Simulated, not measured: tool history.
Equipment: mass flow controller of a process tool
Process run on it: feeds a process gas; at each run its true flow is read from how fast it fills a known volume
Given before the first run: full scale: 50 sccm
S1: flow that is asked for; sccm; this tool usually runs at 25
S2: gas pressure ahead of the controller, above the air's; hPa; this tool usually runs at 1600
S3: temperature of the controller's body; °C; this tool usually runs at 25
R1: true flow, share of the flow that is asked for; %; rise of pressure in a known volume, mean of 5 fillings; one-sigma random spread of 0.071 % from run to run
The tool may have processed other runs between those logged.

run,hour,S1,S2,S3,R1
1,0,25,1600,25,98.33
2,92,25,1600,32,98.44
3,257.9,25,2360,25,97.64
4,366.6,25,2360,25,97.66
5,481.1,25,2360,25,97.65
6,640.5,25,1600,25,98.05
7,802.5,25,1600,31,98.31
8,994.2,25,1600,31,98.15
9,1181.6,25,1600,31,98.2
10,1296.5,25,1600,31,98.13
11,1479.8,25,2190,25,97.33
12,1620.3,25,2190,25,97.34
13,1783.6,25,1600,22,97.55
# hour 1800.1: controller's zero set anew
14,2003.9,25,1710,22,97.36
15,2109.8,25,1710,22,97.4
16,2289.8,25,1710,22,97.27
17,2408.8,25,1710,34,97.54
# hour 2527.6: controller's zero set anew, once more
18,2558.5,25,1710,34,98.12
19,2674.2,25,1710,34,98
20,2848.1,25,2330,25,97.29
21,2939.3,25,2330,25,97.22
22,3059.6,25,1600,25,97.76
23,3267.3,25,1600,25,97.68
24,3377.9,25,1600,25,97.66
25,3493.7,12,1600,25,96.94
26,3715.5,15,1940,35,97.12
27,3930,25,2410,22,96.83
28,4131.6,25,2640,25,96.61
29,4259.5,25,2300,25,96.99
30,4411.6,25,2300,25,96.86
31,4560.3,25,2300,35,97.05
32,4698,10,2300,35,96.09
33,4856.6,10,2300,22,95.76
34,5002.6,10,2300,22,95.73
35,5135.8,9,1940,27,95.89
36,5289.4,14,2500,28,95.96
37,5408.4,25,1600,26,97.2
38,5565.5,8,1600,21,95.65
39,5765.2,8,1600,21,95.52
40,5985.1,39,2440,22,96.78
41,6110.8,30,1620,22,96.93
42,6299.8,7,1600,25,95.22
43,6466.2,10,1810,25,95.42
44,6644.1,10,1810,25,95.41
45,6757.9,42,1960,24,97.03
46,6872.6,42,1960,24,97.03
47,7017.4,29,2550,21,96.12

Some steps in R1, run to run, broken into two amounts with sign: the step expected even without the hidden condition (settings, incoming material, random variation), and the rest, left for the hidden condition together with whatever gauge scatter is not in both the measured and the hidden-condition-free result:
Hidden state at play: flow at rest that the sensor doesn't see, % of full scale; true flow over the shown one, %; drift of the gauge itself on true_pct, %.
Run 37 -> 38: S1 25 -> 8, S3 26 -> 21. R1 -1.55 %: hidden state -0.76, all else -0.79.
Run 39 -> 40: S1 8 -> 39, S2 1600 -> 2440, S3 21 -> 22. R1 +1.26 %: hidden state +0.83, all else +0.43.
Run 41 -> 42: S1 30 -> 7, S2 1620 -> 1600, S3 22 -> 25. R1 -1.71 %: hidden state -1.14, all else -0.57.
Run 44 -> 45: S1 10 -> 42, S2 1810 -> 1960, S3 25 -> 24. R1 +1.62 %: hidden state +0.78, all else +0.84.
